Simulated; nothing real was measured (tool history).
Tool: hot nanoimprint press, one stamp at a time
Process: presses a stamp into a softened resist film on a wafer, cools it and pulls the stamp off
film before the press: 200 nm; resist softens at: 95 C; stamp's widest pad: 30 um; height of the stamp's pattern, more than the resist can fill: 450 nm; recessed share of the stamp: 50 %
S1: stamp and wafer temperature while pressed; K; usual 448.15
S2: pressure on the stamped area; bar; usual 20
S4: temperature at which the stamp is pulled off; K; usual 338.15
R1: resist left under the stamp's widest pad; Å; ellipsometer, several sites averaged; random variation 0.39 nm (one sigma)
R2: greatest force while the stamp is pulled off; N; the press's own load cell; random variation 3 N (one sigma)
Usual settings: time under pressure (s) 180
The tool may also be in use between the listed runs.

{"run": 1, "day": 0.0, "S1": 448.15, "S2": 20, "time under pressure (s)": 180, "S4": 338.15, "R1": 903, "R2": 141}
{"run": 2, "day": 0.304, "S1": 448.15, "S2": 20, "time under pressure (s)": 180, "S4": 338.15, "R1": 898, "R2": 144}
{"run": 3, "day": 0.842, "S1": 448.15, "S2": 20, "time under pressure (s)": 180, "S4": 338.15, "R1": 905, "R2": 147}
{"run": 4, "day": 1.3, "S1": 448.15, "S2": 20, "time under pressure (s)": 180, "S4": 338.15, "R1": 908, "R2": 148}
{"run": 5, "day": 1.779, "S1": 448.15, "S2": 20, "time under pressure (s)": 180, "S4": 338.15, "R1": 905, "R2": 143}
{"run": 6, "day": 2.188, "S1": 453.15, "S2": 20, "time under pressure (s)": 212, "S4": 345.15, "R1": 664, "R2": 125}
{"run": 7, "day": 2.733, "S1": 453.15, "S2": 25.5, "time under pressure (s)": 212, "S4": 345.15, "R1": 599, "R2": 123}
{"run": 8, "day": 3.262, "S1": 455.15, "S2": 25.5, "time under pressure (s)": 212, "S4": 328.15, "R1": 535, "R2": 173}

Forecast run 9:
{"run": 9, "day": 3.633, "S1": 455.15, "S2": 25.5, "time under pressure (s)": 212, "S4": 328.15, "R1": "?", "R2": "?"}

{"run 9": {"R1": 545, "R2": 178}}
Without the tool's hidden state the same run would have given R1 546 Å, R2 176 N.
